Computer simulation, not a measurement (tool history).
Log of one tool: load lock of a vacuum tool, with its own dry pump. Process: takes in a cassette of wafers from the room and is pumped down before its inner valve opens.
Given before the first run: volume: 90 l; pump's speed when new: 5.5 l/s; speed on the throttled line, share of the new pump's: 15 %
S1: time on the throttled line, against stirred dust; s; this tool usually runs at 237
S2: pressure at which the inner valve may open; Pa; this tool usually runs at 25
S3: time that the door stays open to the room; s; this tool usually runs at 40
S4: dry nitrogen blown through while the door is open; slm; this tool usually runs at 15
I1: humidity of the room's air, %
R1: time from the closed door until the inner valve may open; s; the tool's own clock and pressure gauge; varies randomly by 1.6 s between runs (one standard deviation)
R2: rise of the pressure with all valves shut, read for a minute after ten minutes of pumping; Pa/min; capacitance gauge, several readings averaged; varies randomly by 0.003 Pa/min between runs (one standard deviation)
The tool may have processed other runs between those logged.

Run 1, hour 0: usual settings; I1 44.6. Result: R1 338 s, R2 0.015 Pa/min.
Run 2, hour 39.3: usual settings; I1 44.4. Result: R1 335.9 s, R2 0.014 Pa/min.
Run 3, hour 123.4: usual settings but S4 31 slm; I1 44.8. Result: R1 337.2 s, R2 0.013 Pa/min.
Run 4, hour 182.9: usual settings but S1 156 s; I1 47.4. Result: R1 266.8 s, R2 0.02 Pa/min.
Run 5, hour 257.4: usual settings but S3 174 s; I1 44.9. Result: R1 337.2 s, R2 0.025 Pa/min.
Run 6, hour 317.2: usual settings but S1 136 s; I1 43.6. Result: R1 250.8 s, R2 0.022 Pa/min.
Run 7, hour 383.2: usual settings but S1 136 s; I1 40.7. Result: R1 251.2 s, R2 0.018 Pa/min.
Run 8, hour 422.5: usual settings but S1 257 s; I1 44.3. Result: R1 349.7 s, R2 0.02 Pa/min.
Run 9, hour 469.4: usual settings but S1 153 s; I1 46.6. Result: R1 265.5 s, R2 0.016 Pa/min.
Run 10, hour 518.4: usual settings but S1 153 s; I1 47.3. Result: R1 264.2 s, R2 0.023 Pa/min.
Run 11, hour 576.5: usual settings but S1 153 s, S3 231 s; I1 47.7. Result: R1 265.4 s, R2 0.035 Pa/min.
Run 12, hour 643.1: usual settings but S1 153 s, S3 231 s; I1 44.3. Result: R1 265.2 s, R2 0.03 Pa/min.
Run 13, hour 729.5: usual settings but S1 153 s, S3 231 s; I1 44.6. Result: R1 266.8 s, R2 0.036 Pa/min.
Run 14, hour 820.4: usual settings but S2 43 Pa, S3 209 s; I1 42.5. Result: R1 331.2 s, R2 0.036 Pa/min.
Run 15, hour 862.3: usual settings but S2 39 Pa, S3 32 s; I1 45.5. Result: R1 332.2 s, R2 0.025 Pa/min.
Run 16, hour 910.1: usual settings but S1 147 s, S2 47 Pa, S3 43 s; I1 44.4. Result: R1 249.5 s, R2 0.033 Pa/min.
Run 17, hour 982.9: usual settings but S2 19 Pa, S3 26 s, S4 5 slm; I1 48. Result: R1 342.6 s, R2 0.025 Pa/min.
Run 18, hour 1068.9: usual settings but S2 19 Pa, S3 26 s, S4 5 slm; I1 46. Result: R1 340.3 s, R2 0.032 Pa/min.
Run 19, hour 1146.2: usual settings but S2 19 Pa, S3 26 s, S4 5 slm; I1 47.2. Result: R1 341.3 s, R2 0.037 Pa/min.
Run 20, hour 1203.3: usual settings but S2 19 Pa, S3 26 s, S4 45 slm; I1 46.2. Result: R1 340.9 s, R2 0.027 Pa/min.
Run 21, hour 1291.4: usual settings but S1 221 s, S3 27 s, S4 13 slm; I1 46.6. Result: R1 324.3 s, R2 0.026 Pa/min.
Run 22, hour 1334.8: usual settings but S2 40 Pa, S3 28 s; I1 45.7. Result: R1 325.5 s, R2 0.036 Pa/min.
Run 23, hour 1415.9: usual settings but S1 399 s, S2 41 Pa, S3 28 s, S4 30 slm; I1 48.1. Result: R1 467.8 s, R2 0.033 Pa/min.
Run 24, hour 1511.7: usual settings but S1 389 s; I1 45.7. Result: R1 464.3 s, R2 0.041 Pa/min.
Run 25, hour 1578.8: usual settings but S1 389 s; I1 45.9. Result: R1 466.1 s, R2 0.039 Pa/min.

3 ways to go on from here, each from the tool as it stands after run 25. What would each give?
Run A, hour 1647: usual settings but S1 248 s, S4 44 slm; I1 48.3. Result: R1 ?, R2 ?.
Run B, hour 1647: usual settings but S1 128 s; I1 44.9. Result: R1 ?, R2 ?.
Run C, hour 1647: usual settings but S2 44 Pa, S3 183 s, S4 42 slm; I1 46.3. Result: R1 ?, R2 ?.

run     R1     R2
  A    350   0.03
  B  246.4  0.042
  C  327.4  0.044
Without the tool's unlogged condition, the same runs would have read:
run     R1     R2
  A  348.6  0.003
  B    245  0.014
  C  326.3  0.016

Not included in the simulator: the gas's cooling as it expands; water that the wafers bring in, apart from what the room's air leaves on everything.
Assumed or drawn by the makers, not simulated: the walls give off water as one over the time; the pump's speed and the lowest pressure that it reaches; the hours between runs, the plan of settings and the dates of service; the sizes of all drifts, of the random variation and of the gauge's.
